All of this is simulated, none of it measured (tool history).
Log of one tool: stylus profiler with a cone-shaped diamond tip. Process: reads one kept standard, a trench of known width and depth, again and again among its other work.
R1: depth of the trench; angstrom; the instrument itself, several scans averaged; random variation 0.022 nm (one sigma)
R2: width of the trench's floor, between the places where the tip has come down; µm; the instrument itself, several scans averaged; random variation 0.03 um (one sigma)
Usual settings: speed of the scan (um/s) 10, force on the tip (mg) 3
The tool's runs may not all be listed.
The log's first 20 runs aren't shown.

Run 21, day 12.708: usual settings but speed of the scan (um/s) 5. Result: R1 1020.1 angstrom, R2 17.95 µm.
Run 22, day 13.154: usual settings but speed of the scan (um/s) 7, force on the tip (mg) 1.1. Result: R1 1010.9 angstrom, R2 17.93 µm.
Run 23, day 13.738: usual settings but speed of the scan (um/s) 19, force on the tip (mg) 2.33. Result: R1 1017.5 angstrom, R2 17.93 µm.
Run 24, day 14.292: usual settings but speed of the scan (um/s) 18, force on the tip (mg) 1.47. Result: R1 1013.2 angstrom, R2 17.9 µm.
Run 25, day 14.762: usual settings but speed of the scan (um/s) 18, force on the tip (mg) 1.47. Result: R1 1013.2 angstrom, R2 17.86 µm.
Run 26, day 15.554: usual settings but speed of the scan (um/s) 28, force on the tip (mg) 2.16. Result: R1 1016.8 angstrom, R2 17.87 µm.
Run 27, day 16.05: usual settings but speed of the scan (um/s) 20, force on the tip (mg) 1. Result: R1 1010.5 angstrom, R2 17.79 µm.
Run 28, day 16.942: usual settings but speed of the scan (um/s) 15, force on the tip (mg) 1.67. Result: R1 1014.5 angstrom, R2 17.89 µm.
Run 29, day 17.583: usual settings but speed of the scan (um/s) 18, force on the tip (mg) 3.57. Result: R1 1023.2 angstrom, R2 17.81 µm.
Run 30, day 18.188: usual settings but speed of the scan (um/s) 5, force on the tip (mg) 6.73. Result: R1 1034.8 angstrom, R2 17.91 µm.
Run 31, day 19.058: usual settings but speed of the scan (um/s) 5, force on the tip (mg) 6.73. Result: R1 1034.7 angstrom, R2 17.9 µm.

Forecast run 32:
Run 32, day 19.712: usual settings but speed of the scan (um/s) 5, force on the tip (mg) 6.73. Result: R1 ?, R2 ?.

Run 32 gave R1 1034.8 angstrom, R2 17.9 µm.
Without the tool's hidden state the same run would have given R1 1033.6 angstrom, R2 18.01 µm.
